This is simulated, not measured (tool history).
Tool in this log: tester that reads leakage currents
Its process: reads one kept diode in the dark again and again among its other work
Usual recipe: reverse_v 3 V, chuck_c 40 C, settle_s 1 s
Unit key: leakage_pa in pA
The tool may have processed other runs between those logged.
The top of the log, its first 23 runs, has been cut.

run      day  reverse_v  chuck_c  settle_s  hours of work since the probe card was cleaned  hours of work since the tester was calibrated  hours of work since the chuck was calibrated  leakage_pa
 24   95.717       1.04       32      1.27                                            1089                                           1328                                           501      135.53
      98.929  -- chuck's temperature calibrated
 25   99.433       1.46       40      9.39                                            1154                                           1394                                             9      252.03
 26  102.033       1.46       40      9.39                                            1201                                           1441                                            56      255.22
 27  106.338       1.43       40      0.48                                            1279                                           1518                                           134      259.77
 28  111.046       4.84       26       0.6                                            1363                                           1603                                           218      120.23
 29  116.138       4.84       26       0.6                                            1455                                           1695                                           310      123.38
 30  121.171        3.9       40      0.79                                            1546                                           1786                                           401      393.17
 31  124.196        3.9       40      0.79                                            1600                                           1840                                           455      398.97
 32  127.858        3.9       40      0.79                                            1666                                           1906                                           522      408.18
     129.833  -- chuck's temperature calibrated
 33  131.321        3.9       40      0.79                                            1727                                           1967                                            27      348.41
 34  134.267       6.73       42      1.39                                            1780                                           2020                                            80      494.65
 35  136.588       6.73       42      1.39                                            1822                                           2062                                           122      499.28
 36  141.425       4.77       42      1.39                                            1910                                           2149                                           209      460.97
     144.108  -- tester calibrated
 37  145.079       4.77       35      3.69                                            1974                                             17                                           273      264.97
 38  147.362          3       40      0.61                                            2015                                             59                                           314      352.13
 39  150.671       1.15       40      3.24                                            2075                                            118                                           374         264
 40    152.9      17.24       21      3.24                                            2115                                            158                                           414      127.51

Consider 3 possible next runs. They are alternatives, not a sequence: every one starts from the tool as it was left by run 40. What does each give?
  A  156.625      10.57       52      0.33                                            2182                                            226                                           481           ?
  B  156.625          3       59      0.49                                            2182                                            226                                           481           ?
  C  156.625        5.2       21      3.24                                            2182                                            226                                           481           ?

run  leakage_pa
  A     1419.72
  B     1592.53
  C       86.49
With no hidden state in the tool, these same runs would have given:
run  leakage_pa
  A     1230.89
  B     1391.15
  C       71.37
